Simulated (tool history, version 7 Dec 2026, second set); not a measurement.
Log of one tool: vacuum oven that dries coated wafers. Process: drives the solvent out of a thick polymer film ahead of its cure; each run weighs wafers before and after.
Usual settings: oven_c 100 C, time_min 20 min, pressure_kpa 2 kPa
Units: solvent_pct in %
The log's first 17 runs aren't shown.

run 18 day=18.221 | oven_c=102 time_min=18 pressure_kpa=2 | solvent_pct=3.27
run 19 day=19.425 | oven_c=102 time_min=18 pressure_kpa=2 | solvent_pct=3.37
run 20 day=20.567 | oven_c=102 time_min=18 pressure_kpa=2 | solvent_pct=3.31
run 21 day=21.496 | oven_c=95 time_min=19 pressure_kpa=3.97 | solvent_pct=5.83
run 22 day=22.792 | oven_c=114 time_min=16 pressure_kpa=1.3 | solvent_pct=1.34
run 23 day=23.462 | oven_c=114 time_min=16 pressure_kpa=1.3 | solvent_pct=1.35
run 24 day=24.15 | oven_c=114 time_min=18 pressure_kpa=1.29 | solvent_pct=1.09
run 25 day=24.838 | oven_c=114 time_min=18 pressure_kpa=1.29 | solvent_pct=1.11
run 26 day=25.583 | oven_c=114 time_min=18 pressure_kpa=1.29 | solvent_pct=1.02
run 27 day=26.488 | oven_c=92 time_min=22 pressure_kpa=1.29 | solvent_pct=4.48
run 28 day=27.471 | oven_c=95 time_min=19 pressure_kpa=6.93 | solvent_pct=7.61
run 29 day=28.725 | oven_c=95 time_min=19 pressure_kpa=6.93 | solvent_pct=7.48
run 30 day=30.208 | oven_c=93 time_min=26 pressure_kpa=6.93 | solvent_pct=7.04
run 31 day=31.242 | oven_c=98 time_min=25 pressure_kpa=1.25 | solvent_pct=2.44
run 32 day=32.767 | oven_c=98 time_min=25 pressure_kpa=1.25 | solvent_pct=2.34
run 33 day=33.771 | oven_c=94 time_min=27 pressure_kpa=2.43 | solvent_pct=3.69
run 34 day=34.729 | oven_c=103 time_min=12 pressure_kpa=1.67 | solvent_pct=4.82

Forecast each of these 5 alternatives for the next run:
run A day=36 | oven_c=100 time_min=20 pressure_kpa=1.58 | solvent_pct=?
run B day=36 | oven_c=92 time_min=15 pressure_kpa=3.99 | solvent_pct=?
run C day=36 | oven_c=86 time_min=13 pressure_kpa=3.89 | solvent_pct=?
run D day=36 | oven_c=109 time_min=20 pressure_kpa=2 | solvent_pct=?
run E day=36 | oven_c=96 time_min=18 pressure_kpa=3.19 | solvent_pct=?

run=A solvent_pct=3
run=B solvent_pct=7.97
run=C solvent_pct=10.08
run=D solvent_pct=1.69
run=E solvent_pct=5.45
Without the tool's hidden state the same runs would have given:
run=A solvent_pct=2.98
run=B solvent_pct=7.95
run=C solvent_pct=10.06
run=D solvent_pct=1.68
run=E solvent_pct=5.43
